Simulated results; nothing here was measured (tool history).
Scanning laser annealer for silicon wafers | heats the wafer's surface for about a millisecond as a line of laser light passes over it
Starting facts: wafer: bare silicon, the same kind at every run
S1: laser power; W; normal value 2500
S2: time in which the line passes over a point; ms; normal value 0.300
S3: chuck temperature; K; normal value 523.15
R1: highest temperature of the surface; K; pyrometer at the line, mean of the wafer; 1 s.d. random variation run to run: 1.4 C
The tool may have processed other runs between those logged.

Run 1, hour 0.0: usual settings. Result: R1 1286.15 K.
Run 2, hour 10.9: usual settings. Result: R1 1285.15 K.
Run 3, hour 21.6: usual settings. Result: R1 1285.15 K.
Run 4, hour 30.4: usual settings. Result: R1 1283.15 K.
Run 5, hour 40.4: usual settings but S3 518.15 K. Result: R1 1278.15 K.
Run 6, hour 48.8: usual settings but S1 2629 W, S3 518.15 K. Result: R1 1322.15 K.
Run 7, hour 56.4: usual settings but S1 2629 W, S3 518.15 K. Result: R1 1320.15 K.
Run 8, hour 63.4: usual settings but S1 2629 W, S3 518.15 K. Result: R1 1320.15 K.
Run 9, hour 74.0: usual settings but S1 2629 W, S3 518.15 K. Result: R1 1318.15 K.
Run 10, hour 79.4: usual settings but S3 542.15 K. Result: R1 1303.15 K.

Run 11, settings as shown, results not yet in. Your forecast:
Run 11, hour 87.2: usual settings but S2 0.314 ms, S3 532.15 K. Result: R1 ?.

{"run 11": {"R1": 1311.15}}
The same run, on a tool lacking any hidden state, would have yielded R1 1324.15 K.
